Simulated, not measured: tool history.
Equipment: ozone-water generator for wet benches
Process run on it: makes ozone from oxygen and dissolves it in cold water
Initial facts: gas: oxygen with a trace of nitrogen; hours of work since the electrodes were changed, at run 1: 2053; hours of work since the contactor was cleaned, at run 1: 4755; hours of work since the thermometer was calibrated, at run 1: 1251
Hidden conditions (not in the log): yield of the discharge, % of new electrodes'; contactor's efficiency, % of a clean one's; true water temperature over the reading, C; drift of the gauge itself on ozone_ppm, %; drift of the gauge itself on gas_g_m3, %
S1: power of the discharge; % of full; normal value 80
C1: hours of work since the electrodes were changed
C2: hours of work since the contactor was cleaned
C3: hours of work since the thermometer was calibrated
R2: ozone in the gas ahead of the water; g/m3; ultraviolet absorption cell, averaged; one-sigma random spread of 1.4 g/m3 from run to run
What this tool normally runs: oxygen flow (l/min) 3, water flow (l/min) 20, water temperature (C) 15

{"run": 1, "hour": 0.0, "S1": 80, "oxygen flow (l/min)": 3, "water flow (l/min)": 20, "water temperature (C)": 15, "C1": 2053, "C2": 4755, "C3": 1251, "dissolved ozone (ppm)": 19.8, "R2": 269.9}
{"run": 2, "hour": 69.8, "S1": 80, "oxygen flow (l/min)": 4.46, "water flow (l/min)": 20, "water temperature (C)": 15, "C1": 2104, "C2": 4806, "C3": 1301, "dissolved ozone (ppm)": 21.4, "R2": 222.4}
{"run": 3, "hour": 123.1, "S1": 80, "oxygen flow (l/min)": 4.46, "water flow (l/min)": 20, "water temperature (C)": 15, "C1": 2142, "C2": 4844, "C3": 1340, "dissolved ozone (ppm)": 21.5, "R2": 223.5}
{"run": 4, "hour": 205.4, "S1": 80, "oxygen flow (l/min)": 4.46, "water flow (l/min)": 20, "water temperature (C)": 15, "C1": 2202, "C2": 4904, "C3": 1400, "dissolved ozone (ppm)": 21, "R2": 222.3}
{"run": 5, "hour": 251.9, "S1": 80, "oxygen flow (l/min)": 3, "water flow (l/min)": 20, "water temperature (C)": 15, "C1": 2236, "C2": 4938, "C3": 1434, "dissolved ozone (ppm)": 19.7, "R2": 267.5}
{"run": 6, "hour": 301.9, "S1": 80, "oxygen flow (l/min)": 3, "water flow (l/min)": 20, "water temperature (C)": 15, "C1": 2272, "C2": 4974, "C3": 1470, "dissolved ozone (ppm)": 20, "R2": 268.9}
{"run": 7, "hour": 387.6, "S1": 80, "oxygen flow (l/min)": 3, "water flow (l/min)": 31, "water temperature (C)": 15, "C1": 2334, "C2": 5036, "C3": 1532, "dissolved ozone (ppm)": 11.8, "R2": 268.9}
{"run": 8, "hour": 471.0, "S1": 80, "oxygen flow (l/min)": 3, "water flow (l/min)": 31, "water temperature (C)": 15, "C1": 2395, "C2": 5097, "C3": 1593, "dissolved ozone (ppm)": 11.8, "R2": 269.1}
{"hour": 520.5, "done": "contactor cleaned"}
{"run": 9, "hour": 523.8, "S1": 80, "oxygen flow (l/min)": 3, "water flow (l/min)": 20, "water temperature (C)": 15, "C1": 2430, "C2": 2, "C3": 1628, "dissolved ozone (ppm)": 19.5, "R2": 268.1}
{"run": 10, "hour": 568.5, "S1": 80, "oxygen flow (l/min)": 3, "water flow (l/min)": 20, "water temperature (C)": 15, "C1": 2463, "C2": 35, "C3": 1660, "dissolved ozone (ppm)": 19.8, "R2": 267.9}
{"run": 11, "hour": 641.2, "S1": 43, "oxygen flow (l/min)": 3, "water flow (l/min)": 20, "water temperature (C)": 15, "C1": 2516, "C2": 88, "C3": 1713, "dissolved ozone (ppm)": 14.3, "R2": 194}
{"run": 12, "hour": 702.3, "S1": 80, "oxygen flow (l/min)": 3, "water flow (l/min)": 20, "water temperature (C)": 15, "C1": 2560, "C2": 132, "C3": 1758, "dissolved ozone (ppm)": 19.7, "R2": 266.2}
{"run": 13, "hour": 772.5, "S1": 80, "oxygen flow (l/min)": 3, "water flow (l/min)": 20, "water temperature (C)": 15, "C1": 2611, "C2": 183, "C3": 1808, "dissolved ozone (ppm)": 19.7, "R2": 266.3}
{"run": 14, "hour": 826.7, "S1": 80, "oxygen flow (l/min)": 3, "water flow (l/min)": 20, "water temperature (C)": 15, "C1": 2650, "C2": 222, "C3": 1848, "dissolved ozone (ppm)": 19.9, "R2": 265.9}
{"run": 15, "hour": 888.0, "S1": 80, "oxygen flow (l/min)": 1.56, "water flow (l/min)": 20, "water temperature (C)": 15, "C1": 2695, "C2": 267, "C3": 1892, "dissolved ozone (ppm)": 16.3, "R2": 363.5}
{"run": 16, "hour": 933.0, "S1": 80, "oxygen flow (l/min)": 1.56, "water flow (l/min)": 20, "water temperature (C)": 15, "C1": 2727, "C2": 299, "C3": 1925, "dissolved ozone (ppm)": 16.4, "R2": 365.1}
{"run": 17, "hour": 1017.6, "S1": 80, "oxygen flow (l/min)": 1.56, "water flow (l/min)": 20, "water temperature (C)": 15, "C1": 2789, "C2": 361, "C3": 1986, "dissolved ozone (ppm)": 16.4, "R2": 362.8}
{"run": 18, "hour": 1103.6, "S1": 80, "oxygen flow (l/min)": 4.23, "water flow (l/min)": 19, "water temperature (C)": 15, "C1": 2851, "C2": 423, "C3": 2049, "dissolved ozone (ppm)": 22, "R2": 227.2}
{"run": 19, "hour": 1160.5, "S1": 67, "oxygen flow (l/min)": 1.62, "water flow (l/min)": 30, "water temperature (C)": 10, "C1": 2892, "C2": 464, "C3": 2090, "dissolved ozone (ppm)": 9.5, "R2": 325.6}
{"run": 20, "hour": 1233.1, "S1": 52, "oxygen flow (l/min)": 2.98, "water flow (l/min)": 20, "water temperature (C)": 20, "C1": 2945, "C2": 517, "C3": 2143, "dissolved ozone (ppm)": 15.2, "R2": 211.9}
{"run": 21, "hour": 1293.5, "S1": 80, "oxygen flow (l/min)": 3, "water flow (l/min)": 20, "water temperature (C)": 15, "C1": 2989, "C2": 561, "C3": 2187, "dissolved ozone (ppm)": 19.5, "R2": 266.8}
{"run": 22, "hour": 1384.6, "S1": 80, "oxygen flow (l/min)": 3, "water flow (l/min)": 20, "water temperature (C)": 15, "C1": 3055, "C2": 627, "C3": 2253, "dissolved ozone (ppm)": 19.7, "R2": 263.6}
{"run": 23, "hour": 1455.1, "S1": 53, "oxygen flow (l/min)": 3, "water flow (l/min)": 20, "water temperature (C)": 15, "C1": 3106, "C2": 678, "C3": 2304, "dissolved ozone (ppm)": 16, "R2": 214.1}
{"run": 24, "hour": 1507.5, "S1": 64, "oxygen flow (l/min)": 3, "water flow (l/min)": 21, "water temperature (C)": 15, "C1": 3144, "C2": 716, "C3": 2342, "dissolved ozone (ppm)": 16.6, "R2": 234.9}
{"run": 25, "hour": 1593.8, "S1": 64, "oxygen flow (l/min)": 3, "water flow (l/min)": 21, "water temperature (C)": 15, "C1": 3207, "C2": 779, "C3": 2405, "dissolved ozone (ppm)": 16.7, "R2": 232.2}

Run 26 is up next; what results do you expect?
{"run": 26, "hour": 1644.8, "S1": 64, "oxygen flow (l/min)": 3, "water flow (l/min)": 21, "water temperature (C)": 15, "C1": 3244, "C2": 816, "C3": 2442, "dissolved ozone (ppm)": "?", "R2": "?"}

dissolved ozone (ppm): 16.8
R2: 234.6 g/m3
Had the tool carried no hidden state, the very same run would have given dissolved ozone (ppm) 16.9, R2 240.6 g/m3.
